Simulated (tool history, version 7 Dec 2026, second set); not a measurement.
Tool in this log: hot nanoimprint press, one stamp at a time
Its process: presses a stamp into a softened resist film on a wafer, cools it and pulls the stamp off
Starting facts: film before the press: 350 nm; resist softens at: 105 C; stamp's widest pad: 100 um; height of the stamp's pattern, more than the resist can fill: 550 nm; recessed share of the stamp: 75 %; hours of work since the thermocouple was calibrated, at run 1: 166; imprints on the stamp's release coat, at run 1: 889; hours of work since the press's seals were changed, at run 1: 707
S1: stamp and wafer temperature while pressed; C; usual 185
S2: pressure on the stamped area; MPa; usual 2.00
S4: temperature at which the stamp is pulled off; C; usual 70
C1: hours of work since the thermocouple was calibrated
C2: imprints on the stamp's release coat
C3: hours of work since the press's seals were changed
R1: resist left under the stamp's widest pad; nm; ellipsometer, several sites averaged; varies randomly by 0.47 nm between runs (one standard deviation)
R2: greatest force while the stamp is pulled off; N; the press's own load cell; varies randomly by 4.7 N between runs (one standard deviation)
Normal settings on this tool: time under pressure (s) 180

run 1 day=0.000 | S1=185 S2=2.00 time_under_pressure_(s)=180 S4=70 | C1=166 C2=889 C3=707 | R1=191.0 R2=237
run 2 day=1.058 | S1=185 S2=2.00 time_under_pressure_(s)=180 S4=70 | C1=179 C2=937 C3=720 | R1=191.3 R2=237
run 3 day=2.488 | S1=185 S2=2.00 time_under_pressure_(s)=180 S4=70 | C1=196 C2=1003 C3=737 | R1=191.1 R2=226
run 4 day=3.454 | S1=185 S2=2.00 time_under_pressure_(s)=180 S4=70 | C1=208 C2=1047 C3=749 | R1=190.2 R2=234
run 5 day=4.121 | S1=185 S2=2.00 time_under_pressure_(s)=200 S4=70 | C1=216 C2=1078 C3=757 | R1=185.9 R2=238
run 6 day=5.246 | S1=185 S2=2.00 time_under_pressure_(s)=200 S4=70 | C1=230 C2=1130 C3=771 | R1=184.6 R2=228
run 7 day=6.246 | S1=185 S2=2.00 time_under_pressure_(s)=200 S4=70 | C1=242 C2=1176 C3=783 | R1=184.5 R2=238
run 8 day=7.442 | S1=185 S2=2.00 time_under_pressure_(s)=180 S4=70 | C1=257 C2=1231 C3=798 | R1=190.7 R2=222
run 9 day=8.142 | S1=185 S2=2.00 time_under_pressure_(s)=180 S4=70 | C1=265 C2=1263 C3=806 | R1=190.2 R2=228
run 10 day=9.517 | S1=194 S2=2.41 time_under_pressure_(s)=184 S4=75 | C1=282 C2=1326 C3=823 | R1=131.4 R2=216
run 11 day=10.954 | S1=185 S2=1.76 time_under_pressure_(s)=283 S4=75 | C1=300 C2=1392 C3=841 | R1=177.5 R2=215
run 12 day=11.742 | S1=189 S2=2.00 time_under_pressure_(s)=180 S4=70 | C1=309 C2=1428 C3=850 | R1=170.3 R2=227
run 13 day=13.250 | S1=189 S2=2.00 time_under_pressure_(s)=180 S4=70 | C1=328 C2=1497 C3=869 | R1=170.8 R2=238
-- day=14.004 stamp cleaned and given a new release coat
run 14 day=14.292 | S1=189 S2=2.00 time_under_pressure_(s)=180 S4=70 | C1=337 C2=13 C3=878 | R1=170.4 R2=223
run 15 day=15.558 | S1=189 S2=2.00 time_under_pressure_(s)=180 S4=70 | C1=353 C2=71 C3=894 | R1=169.9 R2=237
run 16 day=16.779 | S1=184 S2=2.00 time_under_pressure_(s)=180 S4=70 | C1=367 C2=127 C3=909 | R1=196.8 R2=237
run 17 day=17.738 | S1=174 S2=2.00 time_under_pressure_(s)=180 S4=77 | C1=379 C2=171 C3=920 | R1=257.5 R2=201

3 options for the next run, each taken on its own from the tool as it stands now. Forecast them:
run A day=18.538 | S1=191 S2=2.00 time_under_pressure_(s)=180 S4=70 | C1=389 C2=208 C3=930 | R1=? R2=?
run B day=18.538 | S1=185 S2=2.67 time_under_pressure_(s)=180 S4=77 | C1=389 C2=208 C3=930 | R1=? R2=?
run C day=18.538 | S1=191 S2=1.44 time_under_pressure_(s)=180 S4=77 | C1=389 C2=208 C3=930 | R1=? R2=?

run=A R1=161.5 R2=234
run=B R1=164.2 R2=205
run=C R1=192.2 R2=205
Without the tool's unlogged condition, the same runs would have read:
run=A R1=160.6 R2=234
run=B R1=163.3 R2=205
run=C R1=191.1 R2=205
